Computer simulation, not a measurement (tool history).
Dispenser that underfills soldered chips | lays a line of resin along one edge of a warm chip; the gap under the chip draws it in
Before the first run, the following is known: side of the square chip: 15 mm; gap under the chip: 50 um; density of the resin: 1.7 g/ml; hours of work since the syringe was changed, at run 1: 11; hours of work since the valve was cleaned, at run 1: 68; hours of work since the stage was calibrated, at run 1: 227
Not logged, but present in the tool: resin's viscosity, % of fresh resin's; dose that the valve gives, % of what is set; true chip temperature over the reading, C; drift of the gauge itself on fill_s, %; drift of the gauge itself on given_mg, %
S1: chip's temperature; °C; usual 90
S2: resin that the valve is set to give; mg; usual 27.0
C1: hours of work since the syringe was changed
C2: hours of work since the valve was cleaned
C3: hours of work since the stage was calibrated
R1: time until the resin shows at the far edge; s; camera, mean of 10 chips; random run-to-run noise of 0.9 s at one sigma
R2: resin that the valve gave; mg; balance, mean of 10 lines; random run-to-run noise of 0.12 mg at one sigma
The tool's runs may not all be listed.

run 1 hour=0.0 | S1=90 S2=27.0 | C1=11 C2=68 C3=227 | R1=159.5 R2=26.01
-- hour=1.4 new syringe of resin
run 2 hour=7.4 | S1=97 S2=27.0 | C1=5 C2=73 C3=232 | R1=83.5 R2=25.94
-- hour=16.8 new syringe of resin
run 3 hour=17.3 | S1=97 S2=27.0 | C1=0 C2=80 C3=239 | R1=66.0 R2=25.87
run 4 hour=26.6 | S1=97 S2=27.0 | C1=7 C2=87 C3=246 | R1=93.8 R2=25.66
-- hour=32.7 dispensing valve cleaned and set on the balance
-- hour=33.7 new syringe of resin
run 5 hour=39.7 | S1=97 S2=27.0 | C1=4 C2=5 C3=255 | R1=82.3 R2=26.93
-- hour=49.0 new syringe of resin
run 6 hour=49.0 | S1=86 S2=27.0 | C1=0 C2=12 C3=262 | R1=107.6 R2=26.77
run 7 hour=58.3 | S1=90 S2=23.7 | C1=7 C2=19 C3=269 | R1=135.7 R2=23.59
-- hour=65.0 new syringe of resin
run 8 hour=65.1 | S1=90 S2=27.0 | C1=0 C2=24 C3=274 | R1=89.5 R2=26.66
run 9 hour=76.2 | S1=90 S2=27.0 | C1=8 C2=32 C3=283 | R1=143.6 R2=26.38
-- hour=80.5 new syringe of resin
run 10 hour=89.5 | S1=100 S2=27.0 | C1=7 C2=42 C3=292 | R1=86.1 R2=26.47
-- hour=96.2 new syringe of resin
run 11 hour=99.2 | S1=94 S2=29.8 | C1=2 C2=49 C3=300 | R1=85.6 R2=28.95
run 12 hour=110.2 | S1=94 S2=30.9 | C1=11 C2=58 C3=308 | R1=132.5 R2=30.03
-- hour=112.3 new syringe of resin
run 13 hour=117.0 | S1=97 S2=23.3 | C1=4 C2=63 C3=313 | R1=84.1 R2=22.46
-- hour=128.3 new syringe of resin
run 14 hour=130.4 | S1=97 S2=23.3 | C1=2 C2=72 C3=323 | R1=79.1 R2=22.53
run 15 hour=139.2 | S1=97 S2=23.3 | C1=8 C2=79 C3=329 | R1=111.4 R2=22.39
-- hour=143.9 new syringe of resin
run 16 hour=149.0 | S1=83 S2=30.5 | C1=4 C2=86 C3=337 | R1=154.2 R2=29.09
-- hour=156.7 dispensing valve cleaned and set on the balance
run 17 hour=158.7 | S1=103 S2=30.1 | C1=10 C2=1 C3=343 | R1=88.4 R2=29.98
-- hour=161.1 new syringe of resin
run 18 hour=167.3 | S1=103 S2=30.1 | C1=5 C2=8 C3=350 | R1=63.4 R2=30.08

Below are 4 alternative next runs, each starting from the tool's condition after run 18. Predict each:
run A hour=174.6 | S1=78 S2=32.3 | C1=10 C2=13 C3=355 | R1=? R2=?
run B hour=174.6 | S1=100 S2=29.6 | C1=10 C2=13 C3=355 | R1=? R2=?
run C hour=174.6 | S1=79 S2=30.1 | C1=10 C2=13 C3=355 | R1=? R2=?
run D hour=174.6 | S1=99 S2=30.1 | C1=10 C2=13 C3=355 | R1=? R2=?

run=A R1=265.9 R2=32.23
run=B R1=96.9 R2=29.31
run=C R1=257.2 R2=29.91
run=D R1=101.2 R2=29.97
With no hidden state in the tool, these same runs would have given:
run=A R1=145.2 R2=32.42
run=B R1=53.5 R2=29.48
run=C R1=140.4 R2=30.09
run=D R1=55.7 R2=30.14

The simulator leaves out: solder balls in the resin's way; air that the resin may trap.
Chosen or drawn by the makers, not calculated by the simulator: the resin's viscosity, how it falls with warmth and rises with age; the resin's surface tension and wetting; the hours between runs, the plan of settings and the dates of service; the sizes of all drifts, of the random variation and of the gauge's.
